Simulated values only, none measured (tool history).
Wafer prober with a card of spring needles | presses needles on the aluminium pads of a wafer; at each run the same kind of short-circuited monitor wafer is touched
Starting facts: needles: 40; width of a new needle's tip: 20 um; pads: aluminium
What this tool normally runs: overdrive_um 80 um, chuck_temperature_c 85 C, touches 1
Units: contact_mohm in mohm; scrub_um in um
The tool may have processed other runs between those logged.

{"run": 1, "day": 0.0, "overdrive_um": 80, "chuck_temperature_c": 85, "touches": 1, "contact_mohm": 120, "scrub_um": 19.93}
{"day": 0.346, "done": "tips cleaned on abrasive film"}
{"day": 1.071, "done": "tips cleaned on abrasive film"}
{"run": 2, "day": 1.196, "overdrive_um": 80, "chuck_temperature_c": 85, "touches": 1, "contact_mohm": 119, "scrub_um": 19.94}
{"day": 1.946, "done": "tips cleaned on abrasive film"}
{"run": 3, "day": 2.204, "overdrive_um": 80, "chuck_temperature_c": 85, "touches": 1, "contact_mohm": 120, "scrub_um": 19.94}
{"day": 2.717, "done": "tips cleaned on abrasive film"}
{"day": 2.925, "done": "height of the first contact set anew"}
{"run": 4, "day": 3.062, "overdrive_um": 80, "chuck_temperature_c": 85, "touches": 1, "contact_mohm": 118, "scrub_um": 19.95}
{"day": 3.588, "done": "tips cleaned on abrasive film"}
{"run": 5, "day": 4.021, "overdrive_um": 80, "chuck_temperature_c": 85, "touches": 1, "contact_mohm": 121, "scrub_um": 19.97}
{"day": 4.35, "done": "tips cleaned on abrasive film"}
{"day": 5.15, "done": "tips cleaned on abrasive film"}
{"run": 6, "day": 5.654, "overdrive_um": 80, "chuck_temperature_c": 85, "touches": 1, "contact_mohm": 120, "scrub_um": 19.97}
{"day": 5.9, "done": "tips cleaned on abrasive film"}
{"day": 6.621, "done": "tips cleaned on abrasive film"}
{"day": 7.362, "done": "tips cleaned on abrasive film"}
{"run": 7, "day": 7.362, "overdrive_um": 80, "chuck_temperature_c": 85, "touches": 1, "contact_mohm": 118, "scrub_um": 19.98}
{"day": 8.15, "done": "tips cleaned on abrasive film"}
{"day": 8.921, "done": "tips cleaned on abrasive film"}
{"run": 8, "day": 9.254, "overdrive_um": 80, "chuck_temperature_c": 85, "touches": 1, "contact_mohm": 120, "scrub_um": 19.99}
{"day": 9.754, "done": "tips cleaned on abrasive film"}
{"day": 10.288, "done": "height of the first contact set anew"}
{"day": 10.529, "done": "tips cleaned on abrasive film"}
{"run": 9, "day": 10.529, "overdrive_um": 80, "chuck_temperature_c": 85, "touches": 1, "contact_mohm": 119, "scrub_um": 20.02}
{"day": 11.271, "done": "tips cleaned on abrasive film"}
{"run": 10, "day": 11.783, "overdrive_um": 80, "chuck_temperature_c": 85, "touches": 1, "contact_mohm": 121, "scrub_um": 19.99}
{"day": 12.021, "done": "tips cleaned on abrasive film"}
{"day": 12.796, "done": "tips cleaned on abrasive film"}
{"day": 13.583, "done": "tips cleaned on abrasive film"}
{"run": 11, "day": 13.671, "overdrive_um": 80, "chuck_temperature_c": 85, "touches": 1, "contact_mohm": 118, "scrub_um": 20.02}
{"day": 14.308, "done": "tips cleaned on abrasive film"}
{"day": 15.117, "done": "tips cleaned on abrasive film"}
{"run": 12, "day": 15.288, "overdrive_um": 80, "chuck_temperature_c": 85, "touches": 1, "contact_mohm": 119, "scrub_um": 20.0}
{"day": 15.896, "done": "tips cleaned on abrasive film"}
{"day": 16.6, "done": "tips cleaned on abrasive film"}
{"run": 13, "day": 16.933, "overdrive_um": 80, "chuck_temperature_c": 42, "touches": 1, "contact_mohm": 114, "scrub_um": 20.03}
{"day": 17.35, "done": "tips cleaned on abrasive film"}
{"day": 17.671, "done": "height of the first contact set anew"}
{"run": 14, "day": 17.938, "overdrive_um": 80, "chuck_temperature_c": 42, "touches": 1, "contact_mohm": 112, "scrub_um": 20.06}
{"day": 18.096, "done": "tips cleaned on abrasive film"}
{"day": 18.821, "done": "tips cleaned on abrasive film"}
{"run": 15, "day": 19.217, "overdrive_um": 80, "chuck_temperature_c": 36, "touches": 1, "contact_mohm": 112, "scrub_um": 20.05}
{"day": 19.7, "done": "tips cleaned on abrasive film"}
{"run": 16, "day": 20.175, "overdrive_um": 90, "chuck_temperature_c": 85, "touches": 1, "contact_mohm": 120, "scrub_um": 22.56}
{"day": 20.433, "done": "tips cleaned on abrasive film"}
{"day": 21.142, "done": "tips cleaned on abrasive film"}
{"run": 17, "day": 21.446, "overdrive_um": 88, "chuck_temperature_c": 102, "touches": 1, "contact_mohm": 121, "scrub_um": 22.07}
{"day": 21.875, "done": "tips cleaned on abrasive film"}
{"run": 18, "day": 22.267, "overdrive_um": 71, "chuck_temperature_c": 83, "touches": 3, "contact_mohm": 123, "scrub_um": 17.81}
{"day": 22.717, "done": "tips cleaned on abrasive film"}
{"run": 19, "day": 23.158, "overdrive_um": 85, "chuck_temperature_c": 64, "touches": 2, "contact_mohm": 115, "scrub_um": 21.33}
{"day": 23.488, "done": "tips cleaned on abrasive film"}
{"day": 24.267, "done": "tips cleaned on abrasive film"}
{"day": 25.008, "done": "tips cleaned on abrasive film"}
{"day": 25.021, "done": "height of the first contact set anew"}
{"run": 20, "day": 25.021, "overdrive_um": 92, "chuck_temperature_c": 64, "touches": 2, "contact_mohm": 113, "scrub_um": 23.11}
{"day": 25.862, "done": "tips cleaned on abrasive film"}
{"run": 21, "day": 25.888, "overdrive_um": 92, "chuck_temperature_c": 64, "touches": 2, "contact_mohm": 116, "scrub_um": 23.08}
{"day": 26.654, "done": "tips cleaned on abrasive film"}
{"day": 27.479, "done": "tips cleaned on abrasive film"}
{"run": 22, "day": 27.717, "overdrive_um": 92, "chuck_temperature_c": 64, "touches": 1, "contact_mohm": 114, "scrub_um": 23.1}
{"day": 28.192, "done": "tips cleaned on abrasive film"}
{"day": 28.988, "done": "tips cleaned on abrasive film"}
{"run": 23, "day": 29.071, "overdrive_um": 78, "chuck_temperature_c": 111, "touches": 1, "contact_mohm": 120, "scrub_um": 19.61}
{"day": 29.738, "done": "tips cleaned on abrasive film"}
{"day": 30.454, "done": "tips cleaned on abrasive film"}
{"run": 24, "day": 30.454, "overdrive_um": 78, "chuck_temperature_c": 111, "touches": 1, "contact_mohm": 126, "scrub_um": 19.61}
{"day": 31.238, "done": "tips cleaned on abrasive film"}
{"day": 31.946, "done": "tips cleaned on abrasive film"}
{"day": 32.375, "done": "height of the first contact set anew"}
{"run": 25, "day": 32.375, "overdrive_um": 78, "chuck_temperature_c": 111, "touches": 1, "contact_mohm": 122, "scrub_um": 19.62}
{"day": 32.679, "done": "tips cleaned on abrasive film"}
{"day": 33.433, "done": "tips cleaned on abrasive film"}
{"run": 26, "day": 33.433, "overdrive_um": 78, "chuck_temperature_c": 111, "touches": 1, "contact_mohm": 126, "scrub_um": 19.61}
{"day": 34.171, "done": "tips cleaned on abrasive film"}
{"day": 34.883, "done": "tips cleaned on abrasive film"}
{"run": 27, "day": 34.996, "overdrive_um": 69, "chuck_temperature_c": 29, "touches": 1, "contact_mohm": 113, "scrub_um": 17.36}
{"day": 35.658, "done": "tips cleaned on abrasive film"}
{"day": 36.492, "done": "tips cleaned on abrasive film"}
{"run": 28, "day": 36.75, "overdrive_um": 69, "chuck_temperature_c": 29, "touches": 1, "contact_mohm": 114, "scrub_um": 17.37}
{"day": 37.233, "done": "tips cleaned on abrasive film"}
{"run": 29, "day": 37.804, "overdrive_um": 69, "chuck_temperature_c": 45, "touches": 1, "contact_mohm": 118, "scrub_um": 17.38}
{"day": 37.958, "done": "tips cleaned on abrasive film"}
{"day": 38.762, "done": "tips cleaned on abrasive film"}
{"run": 30, "day": 39.167, "overdrive_um": 62, "chuck_temperature_c": 25, "touches": 1, "contact_mohm": 116, "scrub_um": 15.63}

Here are 3 independent what-if runs from the current tool condition. What would each one return?
{"day": 39.517, "done": "tips cleaned on abrasive film"}
{"day": 39.733, "done": "height of the first contact set anew"}
{"run": "A", "day": 40.004, "overdrive_um": 95, "chuck_temperature_c": 109, "touches": 1, "contact_mohm": "?", "scrub_um": "?"}
{"day": 39.517, "done": "tips cleaned on abrasive film"}
{"day": 39.733, "done": "height of the first contact set anew"}
{"run": "B", "day": 40.004, "overdrive_um": 62, "chuck_temperature_c": 71, "touches": 1, "contact_mohm": "?", "scrub_um": "?"}
{"day": 39.517, "done": "tips cleaned on abrasive film"}
{"day": 39.733, "done": "height of the first contact set anew"}
{"run": "C", "day": 40.004, "overdrive_um": 83, "chuck_temperature_c": 39, "touches": 3, "contact_mohm": "?", "scrub_um": "?"}

run=A contact_mohm=121 scrub_um=23.96
run=B contact_mohm=122 scrub_um=15.61
run=C contact_mohm=114 scrub_um=20.93
Without the tool's hidden state the same runs would have given:
run=A contact_mohm=120 scrub_um=23.69
run=B contact_mohm=121 scrub_um=15.44
run=C contact_mohm=114 scrub_um=20.69

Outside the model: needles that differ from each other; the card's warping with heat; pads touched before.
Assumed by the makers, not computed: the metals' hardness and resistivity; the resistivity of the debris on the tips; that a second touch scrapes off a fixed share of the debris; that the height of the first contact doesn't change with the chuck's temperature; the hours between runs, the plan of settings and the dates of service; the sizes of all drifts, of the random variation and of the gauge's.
